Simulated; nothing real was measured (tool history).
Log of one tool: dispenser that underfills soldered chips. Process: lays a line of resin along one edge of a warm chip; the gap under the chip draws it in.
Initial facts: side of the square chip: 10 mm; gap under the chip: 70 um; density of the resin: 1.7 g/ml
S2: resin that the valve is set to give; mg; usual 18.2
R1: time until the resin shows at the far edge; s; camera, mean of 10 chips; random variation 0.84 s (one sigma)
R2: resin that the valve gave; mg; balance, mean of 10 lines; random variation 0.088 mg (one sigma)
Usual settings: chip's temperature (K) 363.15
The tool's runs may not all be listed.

Run 1, hour 0.0: usual settings. Result: R1 86.1 s, R2 17.82 mg.
At hour 6.1: new syringe of resin.
Run 2, hour 9.0: usual settings but S2 19.7 mg. Result: R1 86.0 s, R2 19.21 mg.
At hour 15.7: new syringe of resin.
Run 3, hour 21.2: usual settings but S2 19.7 mg. Result: R1 97.8 s, R2 19.00 mg.
At hour 24.6: new syringe of resin.
Run 4, hour 27.4: usual settings but S2 19.7 mg. Result: R1 87.2 s, R2 18.66 mg.
At hour 34.0: new syringe of resin.
Run 5, hour 35.1: usual settings. Result: R1 82.4 s, R2 17.25 mg.
Run 6, hour 42.3: usual settings. Result: R1 111.4 s, R2 17.12 mg.
At hour 43.7: new syringe of resin.
At hour 52.9: new syringe of resin.
Run 7, hour 54.3: usual settings but chip's temperature (K) 377.15. Result: R1 49.6 s, R2 17.12 mg.
At hour 61.8: new syringe of resin.
Run 8, hour 62.4: usual settings but chip's temperature (K) 377.15. Result: R1 48.5 s, R2 17.10 mg.
At hour 70.6: new syringe of resin.
Run 9, hour 72.3: usual settings but chip's temperature (K) 377.15. Result: R1 52.5 s, R2 16.75 mg.
At hour 79.8: new syringe of resin.
Run 10, hour 81.9: usual settings but chip's temperature (K) 377.15. Result: R1 53.0 s, R2 16.77 mg.
Run 11, hour 87.9: usual settings but chip's temperature (K) 377.15. Result: R1 66.5 s, R2 16.68 mg.
At hour 89.0: new syringe of resin.
At hour 98.8: new syringe of resin.
Run 12, hour 99.4: usual settings but chip's temperature (K) 377.15. Result: R1 49.9 s, R2 16.55 mg.
At hour 107.6: new syringe of resin.
Run 13, hour 111.8: usual settings but chip's temperature (K) 361.15. Result: R1 97.1 s, R2 16.44 mg.
At hour 116.5: new syringe of resin.
Run 14, hour 117.9: usual settings but chip's temperature (K) 361.15. Result: R1 89.2 s, R2 16.29 mg.
At hour 125.5: new syringe of resin.
Run 15, hour 131.4: usual settings but chip's temperature (K) 361.15. Result: R1 106.7 s, R2 16.16 mg.
At hour 134.5: new syringe of resin.
Run 16, hour 139.4: usual settings but chip's temperature (K) 361.15. Result: R1 102.2 s, R2 16.13 mg.
At hour 143.7: new syringe of resin.
At hour 149.8: dispensing valve cleaned and set on the balance.
Run 17, hour 151.1: usual settings but S2 23.6 mg. Result: R1 97.7 s, R2 23.74 mg.
At hour 153.5: new syringe of resin.
Run 18, hour 157.3: usual settings but chip's temperature (K) 368.15, S2 19.7 mg. Result: R1 73.7 s, R2 19.66 mg.
At hour 163.2: new syringe of resin.
Run 19, hour 164.3: usual settings but chip's temperature (K) 360.15, S2 16.2 mg. Result: R1 90.6 s, R2 15.76 mg.
At hour 172.4: new syringe of resin.
Run 20, hour 173.5: usual settings but chip's temperature (K) 373.15, S2 23.5 mg. Result: R1 55.0 s, R2 23.18 mg.
At hour 181.3: new syringe of resin.
Run 21, hour 181.8: usual settings but chip's temperature (K) 357.15, S2 19.6 mg. Result: R1 96.3 s, R2 19.04 mg.
At hour 190.6: new syringe of resin.
Run 22, hour 194.3: usual settings but chip's temperature (K) 357.15, S2 19.6 mg. Result: R1 109.7 s, R2 19.05 mg.
At hour 199.8: new syringe of resin.
Run 23, hour 206.2: usual settings but chip's temperature (K) 357.15, S2 19.6 mg. Result: R1 117.3 s, R2 18.96 mg.
At hour 208.9: new syringe of resin.
Run 24, hour 214.7: usual settings but chip's temperature (K) 357.15, S2 19.6 mg. Result: R1 116.3 s, R2 18.57 mg.
At hour 217.8: new syringe of resin.
Run 25, hour 220.9: usual settings but chip's temperature (K) 357.15, S2 19.6 mg. Result: R1 104.9 s, R2 18.67 mg.
At hour 226.6: new syringe of resin.
Run 26, hour 229.7: usual settings but chip's temperature (K) 357.15, S2 16.3 mg. Result: R1 105.6 s, R2 15.37 mg.
At hour 235.8: new syringe of resin.
Run 27, hour 237.1: usual settings but S2 16.3 mg. Result: R1 81.6 s, R2 15.35 mg.
At hour 244.6: new syringe of resin.
Run 28, hour 250.3: usual settings but chip's temperature (K) 371.15, S2 23.0 mg. Result: R1 69.0 s, R2 21.41 mg.
At hour 254.0: new syringe of resin.
Run 29, hour 259.4: usual settings but chip's temperature (K) 359.15, S2 22.8 mg. Result: R1 104.4 s, R2 21.14 mg.
At hour 263.4: new syringe of resin.
Run 30, hour 266.5: usual settings but chip's temperature (K) 355.15, S2 16.4 mg. Result: R1 114.7 s, R2 15.27 mg.
At hour 272.7: new syringe of resin.
Run 31, hour 275.0: usual settings but chip's temperature (K) 355.15, S2 16.4 mg. Result: R1 111.6 s, R2 15.06 mg.
At hour 282.2: new syringe of resin.
Run 32, hour 284.3: usual settings but chip's temperature (K) 377.15, S2 16.7 mg. Result: R1 53.6 s, R2 15.20 mg.
At hour 290.9: new syringe of resin.
Run 33, hour 295.7: usual settings but chip's temperature (K) 351.15, S2 16.7 mg. Result: R1 141.8 s, R2 14.97 mg.

Branching from run 33: 4 alternative next runs. What would each branch give?
At hour 300.2: new syringe of resin.
Run A, hour 302.5: usual settings but S2 20.4 mg. Result: R1 ?, R2 ?.
At hour 300.2: new syringe of resin.
Run B, hour 302.5: usual settings but chip's temperature (K) 361.15, S2 16.0 mg. Result: R1 ?, R2 ?.
At hour 300.2: new syringe of resin.
Run C, hour 302.5: usual settings but chip's temperature (K) 373.15, S2 18.9 mg. Result: R1 ?, R2 ?.
At hour 300.2: new syringe of resin.
Run D, hour 302.5: usual settings but chip's temperature (K) 362.15, S2 18.1 mg. Result: R1 ?, R2 ?.

run    R1     R2
  A  82.4  18.38
  B  94.2  14.45
  C  58.3  17.10
  D  88.2  16.21
Stripped of hidden state, with their random variation kept, the same runs would have yielded:
run    R1     R2
  A  77.4  20.39
  B  86.7  16.03
  C  54.3  18.96
  D  82.1  17.98

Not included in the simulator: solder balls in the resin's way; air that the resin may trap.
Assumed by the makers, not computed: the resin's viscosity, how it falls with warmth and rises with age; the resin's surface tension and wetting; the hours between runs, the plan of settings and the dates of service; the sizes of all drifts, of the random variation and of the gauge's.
